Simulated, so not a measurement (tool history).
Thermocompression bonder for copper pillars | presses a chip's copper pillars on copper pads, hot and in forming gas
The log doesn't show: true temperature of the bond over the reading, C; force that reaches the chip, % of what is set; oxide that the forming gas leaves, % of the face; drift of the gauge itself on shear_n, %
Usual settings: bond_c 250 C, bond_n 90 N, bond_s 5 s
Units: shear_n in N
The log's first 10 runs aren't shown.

run,day,bond_c,bond_n,bond_s,hours of work since the heater was calibrated,hours of work since the force cell was calibrated,hours of work since the gas filter was changed,shear_n
11,3.204,238,90,12,537,253,138,66.5
12,3.588,250,90,11,542,259,143,75.5
13,3.929,250,90,11,546,263,148,76.4
14,4.108,250,90,11,549,266,150,73.1
15,4.433,250,58,11,553,270,155,55
16,4.821,250,58,11,558,275,160,54
17,5.233,250,90,5,564,281,165,55.5
18,5.608,269,74,5,569,286,171,61
19,5.95,269,59,5,574,290,175,52.4
20,6.221,269,59,14,577,294,179,74.3
21,6.396,244,59,15,580,296,181,57.1
# day 6.517: heater calibrated with a thermocouple chip
22,6.842,223,59,15,4,301,186,39.6
23,7.046,223,59,15,7,304,189,38.8
24,7.283,234,69,5,10,307,192,35.4
25,7.704,244,82,5,16,313,198,46.2
26,7.892,257,103,5,18,315,200,65.7
27,8.121,252,103,5,22,318,203,60.5
28,8.317,241,68,13,24,321,206,55
29,8.654,263,90,6,29,326,210,65.8
# day 9.029: heater calibrated with a thermocouple chip, once more
30,9.046,263,118,4,0,330,215,75.9
31,9.479,263,118,4,6,336,220,74.7
32,9.817,263,118,3,11,340,225,67.5
33,10.154,263,118,3,15,345,229,67.9

4 ways to go on from here, each from the tool as it stands after run 33. What would each give?
A,10.4,256,66,5,18,348,233,?
B,10.4,250,101,5,18,348,233,?
C,10.4,266,124,11,18,348,233,?
D,10.4,249,124,9,18,348,233,?

run,shear_n
A,49.6
B,62.1
C,101.7
D,85
Without the tool's hidden state the same runs would have given:
run,shear_n
A,53.5
B,66.9
C,108.3
D,90.9
